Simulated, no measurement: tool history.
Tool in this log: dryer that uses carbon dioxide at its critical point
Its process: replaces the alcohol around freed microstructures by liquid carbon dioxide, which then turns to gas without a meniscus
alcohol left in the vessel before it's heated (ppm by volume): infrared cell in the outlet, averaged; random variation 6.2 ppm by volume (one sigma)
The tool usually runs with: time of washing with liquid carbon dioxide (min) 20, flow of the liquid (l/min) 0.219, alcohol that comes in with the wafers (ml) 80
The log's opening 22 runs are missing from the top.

| run | day | time of washing with liquid carbon dioxide (min) | flow of the liquid (l/min) | alcohol that comes in with the wafers (ml) | alcohol left in the vessel before it's heated (ppm by volume) |
|---|---|---|---|---|---|
| 23 | 33.196 | 20 | 0.293 | 25 | 57 |
| 24 | 34.525 | 14 | 0.138 | 80 | 11205 |
| 25 | 35.667 | 20 | 0.301 | 35 | 56 |
| 26 | 37.912 | 13 | 0.228 | 27 | 1004 |
| 27 | 38.917 | 25 | 0.138 | 27 | 525 |
| 28 | 41.062 | 25 | 0.138 | 27 | 553 |
| 29 | 42.612 | 31 | 0.271 | 49 | 62 |
|  | 44.658 | inlet filter changed |
| 30 | 44.871 | 20 | 0.158 | 23 | 497 |
| 31 | 45.817 | 20 | 0.171 | 84 | 1117 |
| 32 | 47.879 | 20 | 0.171 | 84 | 1159 |
| 33 | 48.958 | 16 | 0.140 | 117 | 8651 |
| 34 | 50.367 | 20 | 0.178 | 47 | 584 |
| 35 | 51.496 | 20 | 0.178 | 47 | 590 |
| 36 | 52.571 | 20 | 0.219 | 110 | 455 |
| 37 | 54.892 | 27 | 0.131 | 80 | 996 |
| 38 | 56.125 | 12 | 0.131 | 80 | 16604 |
| 39 | 57.608 | 12 | 0.185 | 58 | 4931 |
| 40 | 58.879 | 12 | 0.185 | 50 | 4089 |
| 41 | 60.721 | 12 | 0.185 | 50 | 4191 |
| 42 | 62.871 | 20 | 0.149 | 96 | 2677 |

Forecast each of these 3 alternatives for the next run:
| A | 64.375 | 20 | 0.219 | 80 | ? |
| B | 64.375 | 26 | 0.301 | 96 | ? |
| C | 64.375 | 20 | 0.149 | 93 | ? |

| run | alcohol left in the vessel before it's heated (ppm by volume) |
|---|---|
| A | 426 |
| B | 120 |
| C | 2723 |
With the hidden condition removed and each run's random variation left untouched, the same runs would have given:
| run | alcohol left in the vessel before it's heated (ppm by volume) |
|---|---|
| A | 247 |
| B | 9 |
| C | 2195 |
